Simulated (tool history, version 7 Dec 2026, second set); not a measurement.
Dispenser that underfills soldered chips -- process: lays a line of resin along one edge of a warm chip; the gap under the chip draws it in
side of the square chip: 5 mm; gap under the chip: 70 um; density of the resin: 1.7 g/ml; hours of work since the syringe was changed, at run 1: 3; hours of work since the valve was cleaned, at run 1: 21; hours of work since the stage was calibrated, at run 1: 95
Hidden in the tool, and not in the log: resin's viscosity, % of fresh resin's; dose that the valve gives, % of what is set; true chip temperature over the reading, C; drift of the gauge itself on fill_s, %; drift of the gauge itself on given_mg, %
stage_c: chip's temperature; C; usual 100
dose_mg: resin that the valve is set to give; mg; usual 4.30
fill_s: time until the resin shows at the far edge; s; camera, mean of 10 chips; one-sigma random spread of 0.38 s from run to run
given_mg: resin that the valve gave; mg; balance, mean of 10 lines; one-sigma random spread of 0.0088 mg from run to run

run   hour  stage_c  dose_mg  hours of work since the syringe was changed  hours of work since the valve was cleaned  hours of work since the stage was calibrated  fill_s  given_mg
  1    0.0      100     4.30                                            3                                         21                                            95    29.8     4.210
       7.4  -- new syringe of resin
  2   15.5      100     4.30                                            6                                         31                                           106    36.3     4.163
      18.5  -- new syringe of resin
      29.5  -- new syringe of resin
  3   30.0      100     4.30                                            0                                         40                                           115    24.0     4.141
      33.2  -- dispensing valve cleaned and set on the balance
      42.2  -- new syringe of resin
  4   45.3      100     4.30                                            2                                          8                                           125    28.1     4.251
      53.1  -- new syringe of resin
  5   53.7       94     4.30                                            0                                         14                                           130    29.8     4.243
      63.9  -- new syringe of resin
  6   66.3       94     4.30                                            2                                         22                                           139    33.4     4.203
      74.7  -- new syringe of resin
  7   84.0       92     4.30                                            6                                         34                                           151    50.6     4.152
      86.3  -- new syringe of resin
  8   91.6       92     4.30                                            4                                         39                                           156    41.9     4.128
      97.2  -- dispensing valve cleaned and set on the balance
      98.2  -- new syringe of resin
  9  103.4       92     4.30                                            4                                          4                                           163    40.8     4.273
     109.8  -- new syringe of resin
 10  114.1       92     4.30                                            3                                         11                                           170    38.4     4.236
     121.0  -- new syringe of resin
 11  126.0      106     4.30                                            3                                         19                                           178    23.9     4.237
     132.6  -- new syringe of resin
 12  135.5      100     4.30                                            2                                         25                                           184    27.4     4.203
     144.0  -- new syringe of resin
 13  148.8      100     4.30                                            3                                         34                                           193    29.7     4.165
     155.4  -- new syringe of resin
     162.5  -- dispensing valve cleaned and set on the balance
 14  163.2      100     4.30                                            5                                          0                                           202    33.4     4.300
     167.0  -- new syringe of resin
     177.9  -- new syringe of resin
 15  180.8      100     4.30                                            2                                         12                                           214    27.3     4.253
     188.9  -- new syringe of resin
 16  193.0      100     4.30                                            3                                         20                                           222    28.4     4.225
     200.2  -- new syringe of resin
 17  201.4       86     4.23                                            1                                         26                                           227    40.9     4.120
     211.3  -- new syringe of resin
 18  215.4       86     3.97                                            3                                         35                                           237    47.0     3.849
     223.0  -- new syringe of resin
     227.0  -- dispensing valve cleaned and set on the balance
 19  227.0      110     4.05                                            2                                          0                                           244    19.3     4.033
     235.4  -- new syringe of resin
 20  242.1      110     5.47                                            5                                         10                                           254    22.5     5.421
     246.4  -- new syringe of resin
 21  251.3      110     4.86                                            3                                         16                                           260    20.8     4.780
     257.6  -- new syringe of resin
 22  265.7       93     4.87                                            6                                         26                                           270    44.3     4.722
     269.1  -- new syringe of resin
     281.0  -- new syringe of resin
 23  281.9       93     5.12                                            1                                         37                                           280    29.7     4.935
     291.1  -- dispensing valve cleaned and set on the balance
     292.7  -- new syringe of resin
 24  295.7       94     4.46                                            2                                          3                                           289    33.8     4.450
     304.9  -- new syringe of resin
 25  311.6       94     4.46                                            5                                         14                                           300    38.2     4.408
     316.7  -- new syringe of resin
 26  322.8      100     4.75                                            4                                         21                                           307    31.0     4.648
     328.3  -- new syringe of resin
 27  333.6      100     4.75                                            4                                         28                                           314    29.8     4.624
     339.0  -- new syringe of resin
 28  345.8      100     4.69                                            5                                         36                                           323    31.9     4.530
     349.8  -- new syringe of resin
     355.9  -- dispensing valve cleaned and set on the balance
 29  358.7      105     4.77                                            5                                          2                                           330    28.9     4.768
     361.8  -- new syringe of resin
 30  367.4      100     5.48                                            4                                          8                                           336    30.3     5.420
     373.0  -- new syringe of resin
 31  382.4       88     4.86                                            6                                         18                                           346    55.3     4.792
     384.3  -- new syringe of resin
     396.0  -- new syringe of resin
 32  397.2      108     4.89                                            1                                         27                                           356    18.7     4.752

Each row is a separate what-if for the run after 32, all from the same tool condition, not one after another. Results?
     406.9  -- new syringe of resin
  A  408.8       92     4.52                                            1                                         35                                           364       ?         ?
     406.9  -- new syringe of resin
  B  408.8      110     4.15                                            1                                         35                                           364       ?         ?
     406.9  -- new syringe of resin
  C  408.8      100     4.35                                            1                                         35                                           364       ?         ?
     406.9  -- new syringe of resin
  D  408.8       88     5.46                                            1                                         35                                           364       ?         ?
     406.9  -- new syringe of resin
  E  408.8       94     3.96                                            1                                         35                                           364       ?         ?

run  fill_s  given_mg
  A    34.0     4.356
  B    18.3     4.000
  C    26.1     4.205
  D    37.5     5.269
  E    31.5     3.823
With the hidden condition removed and each run's random variation left untouched, the same runs would have given:
run  fill_s  given_mg
  A    32.3     4.513
  B    17.2     4.144
  C    24.7     4.355
  D    35.8     5.458
  E    29.7     3.960
